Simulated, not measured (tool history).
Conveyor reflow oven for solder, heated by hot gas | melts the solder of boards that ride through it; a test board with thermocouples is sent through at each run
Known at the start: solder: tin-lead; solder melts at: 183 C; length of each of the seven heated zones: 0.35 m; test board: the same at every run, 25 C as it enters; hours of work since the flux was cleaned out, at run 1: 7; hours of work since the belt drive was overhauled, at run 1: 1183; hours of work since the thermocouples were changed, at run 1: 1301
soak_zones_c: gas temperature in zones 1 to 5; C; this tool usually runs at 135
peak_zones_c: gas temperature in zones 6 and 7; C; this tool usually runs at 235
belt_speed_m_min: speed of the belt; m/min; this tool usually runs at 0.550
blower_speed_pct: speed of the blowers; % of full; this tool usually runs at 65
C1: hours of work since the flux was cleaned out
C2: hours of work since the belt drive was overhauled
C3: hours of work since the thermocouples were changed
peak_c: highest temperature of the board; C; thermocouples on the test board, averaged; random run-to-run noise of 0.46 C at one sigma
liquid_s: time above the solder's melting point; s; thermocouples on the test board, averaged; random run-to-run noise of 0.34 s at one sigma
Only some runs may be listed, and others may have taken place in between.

run 1 hour=0.0 | soak_zones_c=135 peak_zones_c=235 belt_speed_m_min=0.550 blower_speed_pct=65 | C1=7 C2=1183 C3=1301 | peak_c=219.4 liquid_s=57.9
run 2 hour=50.0 | soak_zones_c=135 peak_zones_c=235 belt_speed_m_min=0.550 blower_speed_pct=72 | C1=45 C2=1221 C3=1340 | peak_c=220.9 liquid_s=58.7
-- hour=91.7 thermocouples of zones 6 and 7 changed
run 3 hour=102.7 | soak_zones_c=135 peak_zones_c=235 belt_speed_m_min=0.489 blower_speed_pct=65 | C1=84 C2=1260 C3=8 | peak_c=222.5 liquid_s=68.0
run 4 hour=152.3 | soak_zones_c=135 peak_zones_c=235 belt_speed_m_min=0.489 blower_speed_pct=65 | C1=122 C2=1298 C3=47 | peak_c=221.9 liquid_s=67.9
run 5 hour=191.1 | soak_zones_c=135 peak_zones_c=235 belt_speed_m_min=0.489 blower_speed_pct=65 | C1=152 C2=1328 C3=77 | peak_c=222.7 liquid_s=68.4
run 6 hour=216.3 | soak_zones_c=135 peak_zones_c=235 belt_speed_m_min=0.489 blower_speed_pct=65 | C1=172 C2=1348 C3=96 | peak_c=221.8 liquid_s=67.7
run 7 hour=243.4 | soak_zones_c=135 peak_zones_c=235 belt_speed_m_min=0.489 blower_speed_pct=65 | C1=193 C2=1368 C3=117 | peak_c=222.3 liquid_s=68.4
run 8 hour=274.2 | soak_zones_c=135 peak_zones_c=235 belt_speed_m_min=0.489 blower_speed_pct=65 | C1=216 C2=1392 C3=140 | peak_c=221.7 liquid_s=67.5
-- hour=310.9 flux residue cleaned out of gas plates and filters
run 9 hour=319.2 | soak_zones_c=135 peak_zones_c=235 belt_speed_m_min=0.489 blower_speed_pct=65 | C1=6 C2=1423 C3=171 | peak_c=222.7 liquid_s=68.1
run 10 hour=341.6 | soak_zones_c=140 peak_zones_c=235 belt_speed_m_min=0.550 blower_speed_pct=65 | C1=24 C2=1440 C3=188 | peak_c=219.3 liquid_s=59.3
run 11 hour=384.5 | soak_zones_c=140 peak_zones_c=235 belt_speed_m_min=0.550 blower_speed_pct=65 | C1=57 C2=1473 C3=221 | peak_c=219.0 liquid_s=59.9
-- hour=399.8 belt drive overhauled, speed set with a stopwatch
run 12 hour=434.4 | soak_zones_c=140 peak_zones_c=235 belt_speed_m_min=0.550 blower_speed_pct=65 | C1=92 C2=27 C3=257 | peak_c=218.9 liquid_s=59.5
run 13 hour=471.8 | soak_zones_c=140 peak_zones_c=235 belt_speed_m_min=0.550 blower_speed_pct=65 | C1=121 C2=55 C3=285 | peak_c=218.9 liquid_s=60.2
run 14 hour=504.6 | soak_zones_c=135 peak_zones_c=235 belt_speed_m_min=0.550 blower_speed_pct=51 | C1=146 C2=81 C3=311 | peak_c=213.3 liquid_s=52.4
run 15 hour=528.0 | soak_zones_c=135 peak_zones_c=247 belt_speed_m_min=0.550 blower_speed_pct=51 | C1=164 C2=99 C3=329 | peak_c=224.0 liquid_s=61.1
run 16 hour=553.5 | soak_zones_c=135 peak_zones_c=247 belt_speed_m_min=0.550 blower_speed_pct=51 | C1=183 C2=118 C3=348 | peak_c=223.8 liquid_s=60.3
run 17 hour=590.9 | soak_zones_c=133 peak_zones_c=240 belt_speed_m_min=0.550 blower_speed_pct=65 | C1=212 C2=147 C3=377 | peak_c=221.9 liquid_s=59.4
-- hour=632.8 flux residue cleaned out of gas plates and filters
run 18 hour=638.2 | soak_zones_c=133 peak_zones_c=240 belt_speed_m_min=0.550 blower_speed_pct=65 | C1=4 C2=179 C3=409 | peak_c=222.2 liquid_s=60.3
run 19 hour=692.4 | soak_zones_c=135 peak_zones_c=229 belt_speed_m_min=0.550 blower_speed_pct=65 | C1=46 C2=221 C3=451 | peak_c=213.7 liquid_s=53.1
run 20 hour=744.8 | soak_zones_c=125 peak_zones_c=235 belt_speed_m_min=0.510 blower_speed_pct=69 | C1=86 C2=261 C3=491 | peak_c=220.3 liquid_s=60.4
run 21 hour=779.7 | soak_zones_c=125 peak_zones_c=235 belt_speed_m_min=0.510 blower_speed_pct=69 | C1=113 C2=288 C3=518 | peak_c=220.6 liquid_s=60.2
run 22 hour=803.1 | soak_zones_c=125 peak_zones_c=235 belt_speed_m_min=0.510 blower_speed_pct=69 | C1=131 C2=306 C3=536 | peak_c=220.5 liquid_s=60.8
run 23 hour=851.9 | soak_zones_c=139 peak_zones_c=242 belt_speed_m_min=0.646 blower_speed_pct=69 | C1=168 C2=344 C3=574 | peak_c=220.5 liquid_s=50.7
run 24 hour=882.9 | soak_zones_c=131 peak_zones_c=239 belt_speed_m_min=0.479 blower_speed_pct=57 | C1=192 C2=368 C3=598 | peak_c=223.8 liquid_s=68.8
run 25 hour=928.8 | soak_zones_c=135 peak_zones_c=238 belt_speed_m_min=0.550 blower_speed_pct=65 | C1=228 C2=403 C3=633 | peak_c=221.0 liquid_s=59.0
-- hour=950.2 flux residue cleaned out of gas plates and filters
run 26 hour=963.2 | soak_zones_c=135 peak_zones_c=238 belt_speed_m_min=0.550 blower_speed_pct=65 | C1=10 C2=426 C3=656 | peak_c=220.6 liquid_s=59.1
run 27 hour=1015.7 | soak_zones_c=126 peak_zones_c=228 belt_speed_m_min=0.519 blower_speed_pct=56 | C1=50 C2=466 C3=696 | peak_c=210.5 liquid_s=49.5
run 28 hour=1047.4 | soak_zones_c=135 peak_zones_c=235 belt_speed_m_min=0.550 blower_speed_pct=71 | C1=75 C2=490 C3=720 | peak_c=220.2 liquid_s=58.6

Forecast each of these 3 alternatives for the next run:
run A hour=1084.6 | soak_zones_c=135 peak_zones_c=235 belt_speed_m_min=0.593 blower_speed_pct=71 | C1=103 C2=519 C3=749 | peak_c=? liquid_s=?
run B hour=1084.6 | soak_zones_c=135 peak_zones_c=227 belt_speed_m_min=0.550 blower_speed_pct=65 | C1=103 C2=519 C3=749 | peak_c=? liquid_s=?
run C hour=1084.6 | soak_zones_c=135 peak_zones_c=224 belt_speed_m_min=0.550 blower_speed_pct=65 | C1=103 C2=519 C3=749 | peak_c=? liquid_s=?

run=A peak_c=218.1 liquid_s=51.7
run=B peak_c=211.6 liquid_s=51.4
run=C peak_c=208.6 liquid_s=48.5
What these runs would have given with no unlogged condition in the tool:
run=A peak_c=218.2 liquid_s=51.7
run=B peak_c=211.7 liquid_s=51.5
run=C peak_c=208.8 liquid_s=48.6
